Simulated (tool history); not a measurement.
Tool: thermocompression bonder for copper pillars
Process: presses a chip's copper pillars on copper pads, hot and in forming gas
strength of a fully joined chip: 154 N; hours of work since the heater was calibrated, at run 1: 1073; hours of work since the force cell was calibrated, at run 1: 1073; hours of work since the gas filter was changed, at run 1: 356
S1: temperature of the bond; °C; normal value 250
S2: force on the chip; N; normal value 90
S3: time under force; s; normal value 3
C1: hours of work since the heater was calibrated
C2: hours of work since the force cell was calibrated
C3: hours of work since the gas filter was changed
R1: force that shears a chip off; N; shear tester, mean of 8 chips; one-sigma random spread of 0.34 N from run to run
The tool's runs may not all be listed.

run 1 hour=0 | S1=250 S2=90 S3=3 | C1=1073 C2=1073 C3=356 | R1=96.6
run 2 hour=46.9 | S1=250 S2=90 S3=3 | C1=1101 C2=1101 C3=385 | R1=95.8
-- hour=69.4 forming gas filter changed
run 3 hour=83.7 | S1=250 S2=90 S3=3 | C1=1124 C2=1124 C3=9 | R1=102.7
run 4 hour=123.1 | S1=250 S2=90 S3=3 | C1=1148 C2=1148 C3=33 | R1=102.4
run 5 hour=161.6 | S1=250 S2=90 S3=3 | C1=1171 C2=1171 C3=56 | R1=102
run 6 hour=207.8 | S1=228 S2=90 S3=3 | C1=1200 C2=1200 C3=85 | R1=79.3
run 7 hour=263.6 | S1=228 S2=90 S3=3 | C1=1234 C2=1234 C3=119 | R1=79.2
run 8 hour=311.4 | S1=228 S2=90 S3=3 | C1=1263 C2=1263 C3=148 | R1=79.4
run 9 hour=355.6 | S1=228 S2=90 S3=3 | C1=1290 C2=1290 C3=175 | R1=79
run 10 hour=405.6 | S1=228 S2=90 S3=4 | C1=1321 C2=1321 C3=206 | R1=86.7
run 11 hour=461.3 | S1=272 S2=90 S3=3 | C1=1355 C2=1355 C3=240 | R1=118.8
run 12 hour=526.2 | S1=272 S2=90 S3=3 | C1=1394 C2=1394 C3=280 | R1=117.8
-- hour=559.3 heater calibrated with a thermocouple chip
-- hour=582.7 force cell calibrated
run 13 hour=600.1 | S1=250 S2=90 S3=4 | C1=24 C2=11 C3=323 | R1=103
run 14 hour=653.1 | S1=250 S2=90 S3=4 | C1=57 C2=43 C3=355 | R1=102.1
run 15 hour=712.5 | S1=250 S2=90 S3=3 | C1=93 C2=79 C3=391 | R1=94.7
-- hour=724.4 forming gas filter changed
run 16 hour=780 | S1=250 S2=90 S3=3 | C1=134 C2=120 C3=34 | R1=99.3
run 17 hour=828.8 | S1=250 S2=90 S3=3 | C1=164 C2=150 C3=64 | R1=99.3
run 18 hour=892.4 | S1=250 S2=90 S3=3 | C1=203 C2=189 C3=103 | R1=98.9
run 19 hour=979 | S1=244 S2=122 S3=2 | C1=256 C2=242 C3=156 | R1=100.3

For run 20, what comes out?
run 20 hour=1056.1 | S1=239 S2=104 S3=4 | C1=303 C2=289 C3=203 | R1=?

R1: 102.9 N
On a tool with no hidden condition, and with the same random variation, this run would have come out at R1 104.7 N.
